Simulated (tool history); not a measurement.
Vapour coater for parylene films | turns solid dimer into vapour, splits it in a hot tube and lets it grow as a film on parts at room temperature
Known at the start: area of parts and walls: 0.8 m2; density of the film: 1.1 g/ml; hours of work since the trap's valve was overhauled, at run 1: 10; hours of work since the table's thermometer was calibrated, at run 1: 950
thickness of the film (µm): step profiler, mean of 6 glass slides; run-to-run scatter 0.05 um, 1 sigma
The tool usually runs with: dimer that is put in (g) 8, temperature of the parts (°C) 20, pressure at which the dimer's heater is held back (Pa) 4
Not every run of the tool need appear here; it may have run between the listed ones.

run	hour	dimer that is put in (g)	temperature of the parts (°C)	pressure at which the dimer's heater is held back (Pa)	hours of work since the trap's valve was overhauled	hours of work since the table's thermometer was calibrated	thickness of the film (µm)
1	0	8	20	4	10	950	5.89
2	36.2	8	20	4	39	980	5.85
3	99.2	8	20	4	90	1031	5.81
4	159.6	11	20	4	139	1080	7.91
5	210.3	8	20	4	181	1121	5.65
6	268.7	9	20	4	228	1169	6.3
7	307.3	9	20	4	260	1200	6.24
8	378.3	12	20	4	317	1258	8.34
9	419.4	12	20	4	351	1291	8.04
# hour 455.1: trap's valve overhauled
10	476.2	12	20	4	17	1334	9.06
11	555.3	8	20	4	81	1399	5.79
12	627	6	17	2.51	140	1457	5.41
13	683.3	6	17	2.51	186	1503	5.29
14	763.9	4	27	4.84	251	1568	1.93
# hour 814: table's thermometer calibrated
15	841.8	4	27	4.84	314	23	1.77
# hour 922.7: trap's valve overhauled
16	922.7	4	25	6.6	0	85	2.06
17	961.9	4	21	11.13	32	117	2.26
18	1045.8	4	21	2.19	100	185	2.86
19	1093.3	3	21	6.25	139	224	1.86
20	1145.3	3	21	6.25	181	266	1.82
21	1223.5	3	21	6.46	245	330	1.8
22	1306	9	20	7.91	312	397	5.19

Hidden state or all else? Some run-to-run changes of thickness of the film (µm), split into what the settings, what came in and random variation would give without the hidden state, and what is left for the hidden state (with any gauge scatter that isn't in both results):
The tool's hidden condition here consists of: vapour lost through the trap's worn valve, %; true temperature of the parts over the reading, C; drift of the gauge itself on film_um, %.
Run 9 -> 10: trap's valve overhauled. thickness of the film (µm) +1.02: hidden state +0.77, all else +0.25.
Run 13 -> 14: dimer that is put in (g) 6 -> 4, temperature of the parts (°C) 17 -> 27, pressure at which the dimer's heater is held back (Pa) 2.51 -> 4.84. thickness of the film (µm) -3.36: hidden state -0.01, all else -3.35.
Run 21 -> 22: dimer that is put in (g) 3 -> 9, temperature of the parts (°C) 21 -> 20, pressure at which the dimer's heater is held back (Pa) 6.46 -> 7.91. thickness of the film (µm) +3.39: hidden state -0.34, all else +3.73.
